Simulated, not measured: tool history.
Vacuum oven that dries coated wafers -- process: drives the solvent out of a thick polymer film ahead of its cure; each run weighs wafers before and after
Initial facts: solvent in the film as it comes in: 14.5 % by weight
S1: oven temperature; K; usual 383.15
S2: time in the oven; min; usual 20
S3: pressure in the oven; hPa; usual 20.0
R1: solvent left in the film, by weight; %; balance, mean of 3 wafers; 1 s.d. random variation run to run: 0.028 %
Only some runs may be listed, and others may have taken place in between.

run 1 hour=0.0 | S1=383.15 S2=20 S3=20.0 | R1=2.08
run 2 hour=24.5 | S1=383.15 S2=20 S3=14.2 | R1=1.60
run 3 hour=38.9 | S1=383.15 S2=20 S3=14.2 | R1=1.62
run 4 hour=61.5 | S1=383.15 S2=20 S3=75.6 | R1=6.32
run 5 hour=79.1 | S1=383.15 S2=20 S3=75.6 | R1=6.26
run 6 hour=104.5 | S1=383.15 S2=20 S3=20.0 | R1=2.07
run 7 hour=128.1 | S1=383.15 S2=20 S3=47.1 | R1=4.18
run 8 hour=151.7 | S1=383.15 S2=20 S3=47.1 | R1=4.10
run 9 hour=170.4 | S1=383.15 S2=20 S3=20.0 | R1=2.13
run 10 hour=194.9 | S1=383.15 S2=20 S3=20.0 | R1=2.03
run 11 hour=216.6 | S1=383.15 S2=20 S3=20.0 | R1=2.14
run 12 hour=237.8 | S1=377.15 S2=20 S3=28.2 | R1=3.88
-- hour=241.6 vacuum gauge cleaned of residue and calibrated
run 13 hour=259.9 | S1=377.15 S2=20 S3=28.2 | R1=3.98
run 14 hour=280.3 | S1=370.15 S2=16 S3=43.9 | R1=8.17
run 15 hour=302.8 | S1=370.15 S2=16 S3=14.2 | R1=5.64
run 16 hour=317.1 | S1=390.15 S2=17 S3=14.2 | R1=1.09
run 17 hour=333.5 | S1=390.15 S2=17 S3=18.5 | R1=1.36

Run 18 has not been measured yet. What should we expect?
run 18 hour=346.5 | S1=390.15 S2=17 S3=18.5 | R1=?

{"run 18": {"R1": 1.36}}
Had the tool carried no hidden state, the very same run would have given R1 1.30 %.
